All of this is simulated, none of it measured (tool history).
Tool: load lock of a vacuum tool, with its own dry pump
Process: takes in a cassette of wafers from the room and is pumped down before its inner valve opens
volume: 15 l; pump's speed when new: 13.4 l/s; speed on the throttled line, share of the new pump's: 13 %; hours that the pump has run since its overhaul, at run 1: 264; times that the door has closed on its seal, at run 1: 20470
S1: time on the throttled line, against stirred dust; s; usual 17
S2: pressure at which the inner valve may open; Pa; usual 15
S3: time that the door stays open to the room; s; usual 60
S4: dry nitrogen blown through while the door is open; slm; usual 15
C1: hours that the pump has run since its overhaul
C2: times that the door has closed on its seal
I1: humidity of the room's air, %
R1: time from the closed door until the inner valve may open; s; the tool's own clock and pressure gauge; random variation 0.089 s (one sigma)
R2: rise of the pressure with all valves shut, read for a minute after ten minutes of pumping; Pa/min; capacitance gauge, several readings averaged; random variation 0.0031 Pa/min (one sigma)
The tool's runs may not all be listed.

run 1 hour=0.0 | S1=17 S2=15 S3=60 S4=15 | C1=264 C2=20470 | I1=42.2 | R1=24.82 R2=0.108
run 2 hour=208.3 | S1=17 S2=15 S3=60 S4=15 | C1=472 C2=20995 | I1=42.4 | R1=24.80 R2=0.107
run 3 hour=346.6 | S1=17 S2=15 S3=110 S4=15 | C1=611 C2=21344 | I1=43.7 | R1=24.53 R2=0.136
run 4 hour=641.8 | S1=17 S2=15 S3=60 S4=15 | C1=906 C2=22088 | I1=43.5 | R1=24.84 R2=0.109
run 5 hour=889.6 | S1=17 S2=15 S3=60 S4=15 | C1=1154 C2=22712 | I1=44.5 | R1=24.87 R2=0.119
run 6 hour=1042.6 | S1=17 S2=15 S3=60 S4=15 | C1=1307 C2=23098 | I1=43.8 | R1=24.70 R2=0.119
run 7 hour=1195.6 | S1=17 S2=15 S3=60 S4=15 | C1=1460 C2=23484 | I1=47.8 | R1=24.78 R2=0.125
run 8 hour=1426.4 | S1=17 S2=15 S3=60 S4=15 | C1=1690 C2=24065 | I1=49.1 | R1=24.84 R2=0.128
run 9 hour=1722.5 | S1=17 S2=15 S3=60 S4=15 | C1=1987 C2=24812 | I1=45.7 | R1=24.87 R2=0.126
run 10 hour=1959.7 | S1=17 S2=15 S3=60 S4=37 | C1=2224 C2=25409 | I1=43.0 | R1=25.05 R2=0.096
run 11 hour=2165.8 | S1=17 S2=26 S3=60 S4=37 | C1=2430 C2=25929 | I1=44.5 | R1=24.20 R2=0.099
run 12 hour=2296.7 | S1=12 S2=15 S3=60 S4=15 | C1=2561 C2=26259 | I1=47.7 | R1=20.60 R2=0.128
run 13 hour=2432.6 | S1=14 S2=15 S3=60 S4=15 | C1=2697 C2=26601 | I1=43.8 | R1=22.28 R2=0.126
run 14 hour=2696.0 | S1=14 S2=15 S3=60 S4=15 | C1=2960 C2=27266 | I1=44.6 | R1=22.34 R2=0.121
run 15 hour=2943.3 | S1=17 S2=29 S3=60 S4=15 | C1=3207 C2=27889 | I1=42.5 | R1=24.06 R2=0.122
run 16 hour=3126.9 | S1=17 S2=15 S3=56 S4=15 | C1=3391 C2=28352 | I1=45.3 | R1=24.98 R2=0.128
run 17 hour=3332.1 | S1=17 S2=15 S3=56 S4=15 | C1=3596 C2=28869 | I1=42.9 | R1=24.84 R2=0.122
run 18 hour=3639.4 | S1=17 S2=29 S3=181 S4=4 | C1=3903 C2=29643 | I1=45.2 | R1=23.99 R2=0.220
run 19 hour=3831.5 | S1=17 S2=29 S3=181 S4=4 | C1=4096 C2=30128 | I1=44.0 | R1=24.24 R2=0.212
run 20 hour=4087.8 | S1=17 S2=29 S3=181 S4=4 | C1=4352 C2=30773 | I1=43.2 | R1=24.19 R2=0.218
run 21 hour=4370.6 | S1=12 S2=15 S3=121 S4=8 | C1=4635 C2=31486 | I1=45.3 | R1=20.66 R2=0.183
run 22 hour=4506.1 | S1=12 S2=25 S3=38 S4=44 | C1=4770 C2=31828 | I1=41.9 | R1=20.21 R2=0.093
run 23 hour=4656.6 | S1=12 S2=25 S3=40 S4=13 | C1=4921 C2=32207 | I1=47.4 | R1=20.25 R2=0.136
run 24 hour=4799.4 | S1=12 S2=25 S3=71 S4=4 | C1=5063 C2=32567 | I1=46.8 | R1=20.03 R2=0.171
run 25 hour=5050.6 | S1=14 S2=24 S3=40 S4=11 | C1=5315 C2=33200 | I1=43.8 | R1=21.95 R2=0.135
run 26 hour=5203.9 | S1=9 S2=23 S3=112 S4=8 | C1=5468 C2=33587 | I1=45.6 | R1=17.59 R2=0.180
run 27 hour=5461.5 | S1=9 S2=23 S3=112 S4=8 | C1=5725 C2=34236 | I1=49.9 | R1=17.56 R2=0.196
run 28 hour=5681.4 | S1=17 S2=12 S3=60 S4=40 | C1=5945 C2=34790 | I1=47.8 | R1=25.47 R2=0.125
run 29 hour=5977.5 | S1=10 S2=25 S3=110 S4=18 | C1=6241 C2=35537 | I1=45.8 | R1=18.40 R2=0.172
run 30 hour=6134.6 | S1=20 S2=15 S3=60 S4=13 | C1=6399 C2=35933 | I1=43.1 | R1=27.70 R2=0.154
run 31 hour=6368.3 | S1=28 S2=19 S3=60 S4=34 | C1=6632 C2=36522 | I1=48.1 | R1=34.50 R2=0.138
run 32 hour=6663.1 | S1=29 S2=14 S3=50 S4=16 | C1=6927 C2=37265 | I1=46.2 | R1=35.54 R2=0.157
run 33 hour=6954.5 | S1=29 S2=14 S3=50 S4=16 | C1=7218 C2=37999 | I1=46.8 | R1=35.71 R2=0.153
run 34 hour=7107.3 | S1=10 S2=18 S3=131 S4=15 | C1=7371 C2=38384 | I1=45.1 | R1=18.74 R2=0.186

Measured less the same run without the tool's hidden state. The same run-to-run variation is in both; the gauge's scatter may not be:
The hidden state here: pump's speed, % of a new pump's; leak at the door's seal, Pa l/s; drift of the gauge itself on ready_s, %; drift of the gauge itself on rise_pa_min, %.
run=1 R1=-0.03 R2=+0.028
run=2 R1=-0.02 R2=+0.029
run=3 R1=-0.01 R2=+0.030
run=4 R1=+0.01 R2=+0.031
run=5 R1=+0.02 R2=+0.032
run=6 R1=+0.02 R2=+0.034
run=7 R1=+0.03 R2=+0.035
run=8 R1=+0.05 R2=+0.037
run=9 R1=+0.07 R2=+0.038
run=10 R1=+0.08 R2=+0.038
run=11 R1=+0.09 R2=+0.040
run=12 R1=+0.11 R2=+0.040
run=13 R1=+0.12 R2=+0.042
run=14 R1=+0.13 R2=+0.044
run=15 R1=+0.13 R2=+0.045
run=16 R1=+0.15 R2=+0.046
run=17 R1=+0.16 R2=+0.048
run=18 R1=+0.16 R2=+0.050
run=19 R1=+0.17 R2=+0.051
run=20 R1=+0.19 R2=+0.054
run=21 R1=+0.23 R2=+0.055
run=22 R1=+0.23 R2=+0.056
run=23 R1=+0.23 R2=+0.057
run=24 R1=+0.24 R2=+0.058
run=25 R1=+0.25 R2=+0.061
run=26 R1=+0.28 R2=+0.060
run=27 R1=+0.30 R2=+0.062
run=28 R1=+0.31 R2=+0.065
run=29 R1=+0.33 R2=+0.066
run=30 R1=+0.31 R2=+0.068
run=31 R1=+0.27 R2=+0.070
run=32 R1=+0.29 R2=+0.073
run=33 R1=+0.31 R2=+0.075
run=34 R1=+0.41 R2=+0.075
